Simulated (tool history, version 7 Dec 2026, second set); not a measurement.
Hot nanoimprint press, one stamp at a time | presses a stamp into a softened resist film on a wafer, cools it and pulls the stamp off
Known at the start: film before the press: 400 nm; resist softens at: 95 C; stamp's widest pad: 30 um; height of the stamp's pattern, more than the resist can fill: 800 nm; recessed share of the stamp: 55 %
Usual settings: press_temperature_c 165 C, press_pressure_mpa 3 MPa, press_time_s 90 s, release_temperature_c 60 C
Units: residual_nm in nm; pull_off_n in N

run   hour  press_temperature_c  press_pressure_mpa  press_time_s  release_temperature_c  residual_nm  pull_off_n
  1      0                  165                   3            90                     60        160.5         227
  2   11.4                  165                   3            90                     60        158.3         230
  3   19.8                  165                   3            90                     60          159         229
  4   31.3                  165                2.62            90                     60          172         222
  5   41.1                  165                2.62            90                     60          172         227
  6   52.3                  165                2.62            90                     60        171.8         241
  7   63.2                  165                   3            90                     60        158.9         237
  8   72.9                  165                   3            90                     60        159.1         227
  9   78.2                  165                   3            90                     60        159.2         235
 10   83.2                  165                   3            90                     60        158.2         225
 11   89.6                  165                 3.3            90                     60        149.8         230
 12   95.8                  165                 3.3            90                     60        150.4         240
 13  103.5                  165                 3.3            90                     60        149.8         237
 14  111.3                  165                 3.3            90                     60        150.5         243
 15  117.3                  165                 3.3            90                     60        150.2         239
 16    125                  165                 3.3            90                     60        150.1         239
 17  131.8                  165                 3.3            90                     60        150.6         234
 18  141.7                  165                 3.3            90                     60        150.2         232
 19  152.5                  165                 3.3            90                     60        150.6         234
 20    159                  163                 3.3           150                     60        137.8         240
 21  164.6                  154                2.66           155                     55        223.9         261
     169.9  -- plate thermocouple calibrated
 22  172.8                  154                2.66           155                     55        238.4         272
 23    182                  165                2.66            90                     66        180.9         227
 24  190.8                  165                2.66            59                     46        206.9         327
 25  198.1                  169                2.66            59                     46        178.2         316
 26  204.3                  176                2.37            61                     65          143         230
 27  209.3                  160                2.37            91                     58          231         265
 28  221.4                  154                3.47           176                     60        201.7         260
 29  228.1                  171                3.68            90                     49        117.8         313
 30  235.3                  171                1.81           157                     59        146.2         270

The same runs without the tool's hidden state, with the same run-to-run variation:
The hidden state here: true temperature over the reading, C; pressure that arrives at the usual setting, %; grip of the stamp's worn release coat, % over a new coat's; drift of the gauge itself on residual_nm, %; drift of the gauge itself on pull_off_n, %.
run  residual_nm  pull_off_n
  1        167.1         230
  2        164.9         231
  3        165.7         230
  4        179.4         222
  5        179.4         225
  6        179.3         238
  7        165.8         232
  8          166         222
  9        166.1         229
 10        165.2         219
 11        156.4         224
 12          157         232
 13        156.4         229
 14        157.1         233
 15        156.9         229
 16        156.9         228
 17        157.4         222
 18          157         220
 19        157.4         220
 20        144.5         226
 21        234.8         244
 22        234.7         246
 23        177.9         205
 24        203.6         294
 25        175.3         283
 26        140.8         205
 27        227.9         237
 28        197.8         231
 29        115.3         277
 30        144.4         238
